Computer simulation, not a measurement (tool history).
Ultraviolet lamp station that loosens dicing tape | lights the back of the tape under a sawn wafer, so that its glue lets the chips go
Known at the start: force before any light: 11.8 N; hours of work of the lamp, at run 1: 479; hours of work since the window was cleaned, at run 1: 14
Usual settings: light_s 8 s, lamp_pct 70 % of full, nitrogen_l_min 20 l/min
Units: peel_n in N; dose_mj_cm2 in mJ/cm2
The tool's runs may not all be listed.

| run | hour | light_s | lamp_pct | nitrogen_l_min | hours of work of the lamp | hours of work since the window was cleaned | peel_n | dose_mj_cm2 |
|---|---|---|---|---|---|---|---|---|
| 1 | 0.0 | 8 | 70 | 20 | 479 | 14 | 0.756 | 463 |
| 2 | 87.4 | 8 | 70 | 20 | 538 | 73 | 0.824 | 451 |
| 3 | 136.6 | 8 | 70 | 20 | 571 | 106 | 0.867 | 450 |
| 4 | 211.1 | 8 | 82 | 20 | 621 | 156 | 0.630 | 509 |
| 5 | 283.3 | 8 | 82 | 20 | 669 | 205 | 0.647 | 496 |
| 6 | 328.1 | 8 | 70 | 20 | 700 | 235 | 0.954 | 419 |
| 7 | 408.9 | 8 | 70 | 20 | 754 | 289 | 1.022 | 405 |
| 8 | 477.1 | 8 | 70 | 20 | 800 | 335 | 1.051 | 394 |
| 9 | 516.8 | 8 | 70 | 20 | 826 | 362 | 1.085 | 395 |
|  | 522.6 | window cleaned of glue's vapour |
| 10 | 563.1 | 8 | 70 | 20 | 857 | 27 | 1.182 | 375 |
| 11 | 621.9 | 8 | 70 | 17 | 897 | 67 | 1.461 | 371 |
| 12 | 659.1 | 8 | 70 | 6 | 922 | 92 | 2.693 | 365 |
|  | 712.4 | window cleaned of glue's vapour, once more |
| 13 | 721.8 | 8 | 70 | 6 | 964 | 6 | 2.292 | 406 |
| 14 | 788.3 | 8 | 70 | 6 | 1008 | 51 | 2.425 | 398 |
| 15 | 828.0 | 16 | 70 | 20 | 1035 | 78 | 0.251 | 787 |
| 16 | 874.0 | 7 | 60 | 15 | 1066 | 109 | 2.374 | 294 |
| 17 | 958.8 | 7 | 60 | 15 | 1123 | 166 | 2.404 | 278 |
| 18 | 1029.2 | 8 | 70 | 6 | 1170 | 213 | 2.753 | 367 |

5 ways to go on from here, each from the tool as it stands after run 18. What would each give?
| A | 1083.3 | 4 | 73 | 15 | 1207 | 250 | ? | ? |
| B | 1083.3 | 5 | 90 | 7 | 1207 | 250 | ? | ? |
| C | 1083.3 | 8 | 70 | 8 | 1207 | 250 | ? | ? |
| D | 1083.3 | 9 | 70 | 11 | 1207 | 250 | ? | ? |
| E | 1083.3 | 7 | 93 | 32 | 1207 | 250 | ? | ? |

| run | peel_n | dose_mj_cm2 |
|---|---|---|
| A | 4.032 | 185 |
| B | 3.453 | 289 |
| C | 2.377 | 356 |
| D | 1.622 | 400 |
| E | 0.736 | 416 |
Without the tool's hidden state the same runs would have given:
| run | peel_n | dose_mj_cm2 |
|---|---|---|
| A | 2.517 | 271 |
| B | 2.007 | 420 |
| C | 1.206 | 520 |
| D | 0.731 | 584 |
| E | 0.326 | 607 |

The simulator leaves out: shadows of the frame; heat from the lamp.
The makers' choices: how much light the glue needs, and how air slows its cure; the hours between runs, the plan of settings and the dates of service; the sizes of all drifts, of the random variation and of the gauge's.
